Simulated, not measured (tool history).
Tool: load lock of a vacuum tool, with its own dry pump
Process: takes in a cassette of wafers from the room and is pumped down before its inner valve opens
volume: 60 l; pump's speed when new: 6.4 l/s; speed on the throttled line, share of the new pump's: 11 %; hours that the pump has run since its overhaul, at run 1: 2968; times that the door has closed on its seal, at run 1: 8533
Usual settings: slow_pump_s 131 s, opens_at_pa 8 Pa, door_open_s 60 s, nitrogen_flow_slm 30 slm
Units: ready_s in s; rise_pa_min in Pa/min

run	hour	slow_pump_s	opens_at_pa	door_open_s	nitrogen_flow_slm	hours that the pump has run since its overhaul	times that the door has closed on its seal	incoming humidity of the room's air, %	ready_s	rise_pa_min
1	0	131	8	60	30	2968	8533	43.8	208.4	0.147
2	371.3	131	8	60	30	3339	9431	43	209.1	0.169
3	729.1	131	8	60	30	3697	10297	46.2	210.7	0.186
4	1133.4	131	8	25	30	4101	11275	48.6	209.5	0.194
5	1373	131	8	25	30	4341	11854	45.4	209.7	0.209
6	1751.2	131	8	25	30	4719	12769	46.2	211	0.234
7	2072.2	131	8	142	30	5040	13546	46.4	212.1	0.273
8	2310.5	131	8	123	30	5279	14122	44	209.3	0.288
9	2621.5	131	8	123	30	5590	14874	42.4	209.7	0.313
10	2823	131	8	123	30	5791	15362	47.1	211.4	0.323
11	3019.1	131	8	123	30	5987	15836	41.5	212.4	0.327
12	3278.5	75	8	60	30	6247	16464	45	164.2	0.328
13	3490.4	75	8	60	30	6459	16976	49.2	163.1	0.352
14	3872.3	75	8	60	30	6840	17900	42.3	165.3	0.381
15	4086.9	75	8	60	30	7055	18419	46.7	165.4	0.401
16	4282.4	75	8	60	30	7251	18892	47.8	165.3	0.415
17	4496.7	131	8	60	30	7465	19410	45.5	213.2	0.424
18	4819.1	142	8	60	12	7787	20191	37.9	221.5	0.469

The next listed run, before its measurement:
19	5120.8	142	11	230	15	8089	20920	42.1	?	?

ready_s: 223.1 s
rise_pa_min: 0.526 Pa/min
Without the tool's hidden state the same run would have given ready_s 214.8 s, rise_pa_min 0.068 Pa/min.

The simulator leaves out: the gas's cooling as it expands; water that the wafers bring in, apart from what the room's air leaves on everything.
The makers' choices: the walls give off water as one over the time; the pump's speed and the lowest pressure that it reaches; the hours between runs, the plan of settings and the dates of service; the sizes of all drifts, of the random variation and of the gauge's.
